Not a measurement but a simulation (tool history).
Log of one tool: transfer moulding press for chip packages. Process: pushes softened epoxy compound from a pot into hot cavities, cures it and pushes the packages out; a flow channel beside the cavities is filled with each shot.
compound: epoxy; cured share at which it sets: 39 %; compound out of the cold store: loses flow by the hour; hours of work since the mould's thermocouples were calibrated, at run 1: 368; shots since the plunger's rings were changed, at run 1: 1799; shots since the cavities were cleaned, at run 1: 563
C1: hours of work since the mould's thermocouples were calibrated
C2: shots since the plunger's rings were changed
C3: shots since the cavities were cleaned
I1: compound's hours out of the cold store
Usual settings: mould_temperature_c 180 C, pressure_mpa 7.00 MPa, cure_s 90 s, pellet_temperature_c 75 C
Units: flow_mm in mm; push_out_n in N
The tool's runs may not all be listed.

{"run": 1, "hour": 0.0, "mould_temperature_c": 180, "pressure_mpa": 7.0, "cure_s": 90, "pellet_temperature_c": 75, "C1": 368, "C2": 1799, "C3": 563, "I1": 26.3, "flow_mm": 657, "push_out_n": 639}
{"hour": 8.2, "done": "cavities cleaned with cleaning compound and waxed"}
{"run": 2, "hour": 34.1, "mould_temperature_c": 180, "pressure_mpa": 7.0, "cure_s": 90, "pellet_temperature_c": 77, "C1": 392, "C2": 2270, "C3": 374, "I1": 9.5, "flow_mm": 703, "push_out_n": 582}
{"hour": 53.2, "done": "cavities cleaned with cleaning compound and waxed"}
{"run": 3, "hour": 74.8, "mould_temperature_c": 183, "pressure_mpa": 7.0, "cure_s": 90, "pellet_temperature_c": 75, "C1": 422, "C2": 2838, "C3": 313, "I1": 28.3, "flow_mm": 623, "push_out_n": 538}
{"hour": 98.1, "done": "plunger's sealing rings changed"}
{"hour": 102.6, "done": "cavities cleaned with cleaning compound and waxed"}
{"run": 4, "hour": 104.8, "mould_temperature_c": 180, "pressure_mpa": 7.0, "cure_s": 90, "pellet_temperature_c": 75, "C1": 441, "C2": 75, "C3": 31, "I1": 42.4, "flow_mm": 618, "push_out_n": 450}
{"run": 5, "hour": 144.2, "mould_temperature_c": 180, "pressure_mpa": 7.0, "cure_s": 90, "pellet_temperature_c": 75, "C1": 471, "C2": 645, "C3": 601, "I1": 36.9, "flow_mm": 629, "push_out_n": 667}
{"hour": 147.4, "done": "cavities cleaned with cleaning compound and waxed"}
{"run": 6, "hour": 181.8, "mould_temperature_c": 180, "pressure_mpa": 7.0, "cure_s": 111, "pellet_temperature_c": 75, "C1": 498, "C2": 1169, "C3": 499, "I1": 14.8, "flow_mm": 696, "push_out_n": 578}
{"hour": 192.4, "done": "cavities cleaned with cleaning compound and waxed"}
{"run": 7, "hour": 216.0, "mould_temperature_c": 180, "pressure_mpa": 7.0, "cure_s": 111, "pellet_temperature_c": 75, "C1": 522, "C2": 1641, "C3": 341, "I1": 11.9, "flow_mm": 691, "push_out_n": 534}
{"hour": 239.1, "done": "cavities cleaned with cleaning compound and waxed"}
{"run": 8, "hour": 247.7, "mould_temperature_c": 180, "pressure_mpa": 7.0, "cure_s": 111, "pellet_temperature_c": 75, "C1": 545, "C2": 2079, "C3": 125, "I1": 41.6, "flow_mm": 621, "push_out_n": 466}
{"run": 9, "hour": 271.9, "mould_temperature_c": 180, "pressure_mpa": 7.0, "cure_s": 111, "pellet_temperature_c": 75, "C1": 563, "C2": 2429, "C3": 475, "I1": 38.4, "flow_mm": 614, "push_out_n": 568}
{"hour": 283.9, "done": "cavities cleaned with cleaning compound and waxed"}
{"run": 10, "hour": 301.8, "mould_temperature_c": 180, "pressure_mpa": 7.0, "cure_s": 104, "pellet_temperature_c": 75, "C1": 585, "C2": 2840, "C3": 259, "I1": 34.5, "flow_mm": 628, "push_out_n": 503}
{"hour": 323.7, "done": "plunger's sealing rings changed"}
{"hour": 330.9, "done": "cavities cleaned with cleaning compound and waxed"}
{"run": 11, "hour": 343.2, "mould_temperature_c": 180, "pressure_mpa": 7.0, "cure_s": 104, "pellet_temperature_c": 75, "C1": 613, "C2": 261, "C3": 179, "I1": 40.6, "flow_mm": 626, "push_out_n": 489}
{"run": 12, "hour": 372.8, "mould_temperature_c": 180, "pressure_mpa": 7.0, "cure_s": 84, "pellet_temperature_c": 75, "C1": 635, "C2": 688, "C3": 606, "I1": 30.3, "flow_mm": 647, "push_out_n": 706}
{"hour": 376.8, "done": "cavities cleaned with cleaning compound and waxed"}
{"run": 13, "hour": 397.8, "mould_temperature_c": 180, "pressure_mpa": 7.0, "cure_s": 89, "pellet_temperature_c": 75, "C1": 653, "C2": 1029, "C3": 303, "I1": 35.9, "flow_mm": 625, "push_out_n": 562}
{"run": 14, "hour": 419.3, "mould_temperature_c": 182, "pressure_mpa": 7.0, "cure_s": 90, "pellet_temperature_c": 79, "C1": 669, "C2": 1340, "C3": 614, "I1": 43.2, "flow_mm": 607, "push_out_n": 633}
{"hour": 423.9, "done": "cavities cleaned with cleaning compound and waxed"}
{"run": 15, "hour": 455.5, "mould_temperature_c": 180, "pressure_mpa": 6.59, "cure_s": 86, "pellet_temperature_c": 75, "C1": 695, "C2": 1842, "C3": 457, "I1": 40.3, "flow_mm": 591, "push_out_n": 622}
{"hour": 468.6, "done": "cavities cleaned with cleaning compound and waxed"}
{"run": 16, "hour": 491.3, "mould_temperature_c": 184, "pressure_mpa": 6.59, "cure_s": 100, "pellet_temperature_c": 77, "C1": 721, "C2": 2339, "C3": 328, "I1": 25.2, "flow_mm": 621, "push_out_n": 541}
{"hour": 505.5, "done": "mould's thermocouples calibrated"}
{"hour": 517.6, "done": "cavities cleaned with cleaning compound and waxed"}
{"run": 17, "hour": 521.8, "mould_temperature_c": 180, "pressure_mpa": 8.44, "cure_s": 108, "pellet_temperature_c": 78, "C1": 11, "C2": 2729, "C3": 60, "I1": 10.7, "flow_mm": 749, "push_out_n": 440}
{"hour": 551.3, "done": "plunger's sealing rings changed"}
{"run": 18, "hour": 552.8, "mould_temperature_c": 176, "pressure_mpa": 5.88, "cure_s": 87, "pellet_temperature_c": 78, "C1": 33, "C2": 22, "C3": 473, "I1": 26.3, "flow_mm": 618, "push_out_n": 705}
{"hour": 566.6, "done": "cavities cleaned with cleaning compound and waxed"}
{"run": 19, "hour": 595.3, "mould_temperature_c": 176, "pressure_mpa": 5.88, "cure_s": 87, "pellet_temperature_c": 78, "C1": 63, "C2": 615, "C3": 415, "I1": 44.2, "flow_mm": 567, "push_out_n": 687}
{"hour": 613.6, "done": "cavities cleaned with cleaning compound and waxed"}
{"run": 20, "hour": 622.7, "mould_temperature_c": 176, "pressure_mpa": 5.88, "cure_s": 87, "pellet_temperature_c": 78, "C1": 83, "C2": 990, "C3": 131, "I1": 31.3, "flow_mm": 597, "push_out_n": 587}
{"run": 21, "hour": 643.9, "mould_temperature_c": 176, "pressure_mpa": 5.88, "cure_s": 87, "pellet_temperature_c": 78, "C1": 99, "C2": 1298, "C3": 439, "I1": 40.0, "flow_mm": 575, "push_out_n": 698}
{"hour": 658.7, "done": "cavities cleaned with cleaning compound and waxed"}
{"run": 22, "hour": 679.2, "mould_temperature_c": 184, "pressure_mpa": 7.41, "cure_s": 117, "pellet_temperature_c": 79, "C1": 124, "C2": 1786, "C3": 297, "I1": 8.9, "flow_mm": 700, "push_out_n": 513}
{"hour": 703.4, "done": "cavities cleaned with cleaning compound and waxed"}
{"run": 23, "hour": 709.1, "mould_temperature_c": 179, "pressure_mpa": 7.0, "cure_s": 90, "pellet_temperature_c": 80, "C1": 145, "C2": 2197, "C3": 82, "I1": 45.4, "flow_mm": 595, "push_out_n": 477}
{"hour": 748.7, "done": "cavities cleaned with cleaning compound and waxed"}
{"run": 24, "hour": 748.7, "mould_temperature_c": 179, "pressure_mpa": 7.0, "cure_s": 90, "pellet_temperature_c": 80, "C1": 174, "C2": 2748, "C3": 0, "I1": 21.3, "flow_mm": 656, "push_out_n": 419}
{"run": 25, "hour": 769.7, "mould_temperature_c": 179, "pressure_mpa": 7.0, "cure_s": 90, "pellet_temperature_c": 80, "C1": 190, "C2": 3052, "C3": 304, "I1": 47.4, "flow_mm": 580, "push_out_n": 556}
{"hour": 778.8, "done": "plunger's sealing rings changed"}
{"hour": 796.4, "done": "cavities cleaned with cleaning compound and waxed"}
{"run": 26, "hour": 814.2, "mould_temperature_c": 186, "pressure_mpa": 6.88, "cure_s": 74, "pellet_temperature_c": 78, "C1": 220, "C2": 491, "C3": 258, "I1": 29.4, "flow_mm": 623, "push_out_n": 546}

Hidden state or all else? Some run-to-run changes of flow_mm, split into what the settings, what came in and random variation would give without the hidden state, and what is left for the hidden state (with any gauge scatter that isn't in both results):
The hidden state here: true mould temperature over the reading, C; pressure that reaches the compound, % of what is set; grip of the stained cavities, % over clean ones'; drift of the gauge itself on flow_mm, %; drift of the gauge itself on push_out_n, %.
Run 3 -> 4: mould_temperature_c 183 -> 180, plunger's sealing rings changed, cavities cleaned with cleaning compound and waxed. flow_mm -5 mm: hidden state +24, all else -29.
Run 16 -> 17: mould_temperature_c 184 -> 180, pressure_mpa 6.59 -> 8.44, cure_s 100 -> 108, pellet_temperature_c 77 -> 78, mould's thermocouples calibrated, cavities cleaned with cleaning compound and waxed. flow_mm +128 mm: hidden state -13, all else +141.
Run 17 -> 18: mould_temperature_c 180 -> 176, pressure_mpa 8.44 -> 5.88, cure_s 108 -> 87, plunger's sealing rings changed. flow_mm -131 mm: hidden state +29, all else -160.
